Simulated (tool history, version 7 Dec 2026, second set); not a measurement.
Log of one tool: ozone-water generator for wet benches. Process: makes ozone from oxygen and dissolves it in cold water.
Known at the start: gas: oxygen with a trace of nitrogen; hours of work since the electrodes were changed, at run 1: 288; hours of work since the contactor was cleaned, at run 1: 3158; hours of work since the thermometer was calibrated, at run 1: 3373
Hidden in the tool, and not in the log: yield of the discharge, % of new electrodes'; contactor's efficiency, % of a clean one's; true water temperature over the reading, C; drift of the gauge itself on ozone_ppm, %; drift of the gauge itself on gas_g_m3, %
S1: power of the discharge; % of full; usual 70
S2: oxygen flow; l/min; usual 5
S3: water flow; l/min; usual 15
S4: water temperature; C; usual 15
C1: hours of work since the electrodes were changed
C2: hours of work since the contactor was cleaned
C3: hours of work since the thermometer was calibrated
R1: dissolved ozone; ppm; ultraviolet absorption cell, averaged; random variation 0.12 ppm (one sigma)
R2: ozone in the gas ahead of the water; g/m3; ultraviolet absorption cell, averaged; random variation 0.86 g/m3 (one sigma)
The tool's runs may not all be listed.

run	hour	S1	S2	S3	S4	C1	C2	C3	R1	R2
1	0	70	5	15	15	288	3158	3373	15	143
2	20.3	70	5	15	8	300	3170	3386	16.7	141.6
3	51	70	5	15	8	318	3189	3404	17	142.3
4	79	70	5	15	15	335	3206	3421	15.2	140.9
5	120.9	70	5	15	15	361	3231	3446	15.2	142.5
6	140.7	41	5	15	15	373	3243	3458	9.7	91.2
7	169.4	41	5	15	15	390	3261	3476	9.8	91.4
8	187.5	41	5	15	15	401	3272	3487	9.7	90.9
9	230.9	47	4.59	10	16	427	3298	3513	14.9	107
10	256.7	47	4.59	10	16	443	3313	3529	14.8	108.2
11	291.2	89	5	15	9	464	3334	3550	20.2	172
12	317.6	87	8.77	19	9	480	3350	3566	14.9	117.4
13	356.4	87	8.77	19	9	503	3374	3589	14.7	116.5
14	381.1	47	3.04	22	8	518	3389	3604	8	140.3
15	421.4	47	3.04	22	8	543	3413	3628	8.1	139.6
16	453.4	66	2.81	15	18	562	3432	3648	14.5	194.2

Forecast each of these 5 alternatives for the next run:
A	486	55	5	15	15	582	3452	3667	?	?
B	486	66	3.96	15	15	582	3452	3667	?	?
C	486	66	3.24	22	7	582	3452	3667	?	?
D	486	66	2.81	14	18	582	3452	3667	?	?
E	486	66	3.01	15	19	582	3452	3667	?	?

run	R1	R2
A	12.3	114.9
B	14.6	156.9
C	10.8	178.2
D	15.4	192.7
E	14.3	186.2
Without the tool's hidden state the same runs would have given:
run	R1	R2
A	13	116
B	15.4	158.6
C	11.5	180.1
D	16.3	194.8
E	15.1	188.3
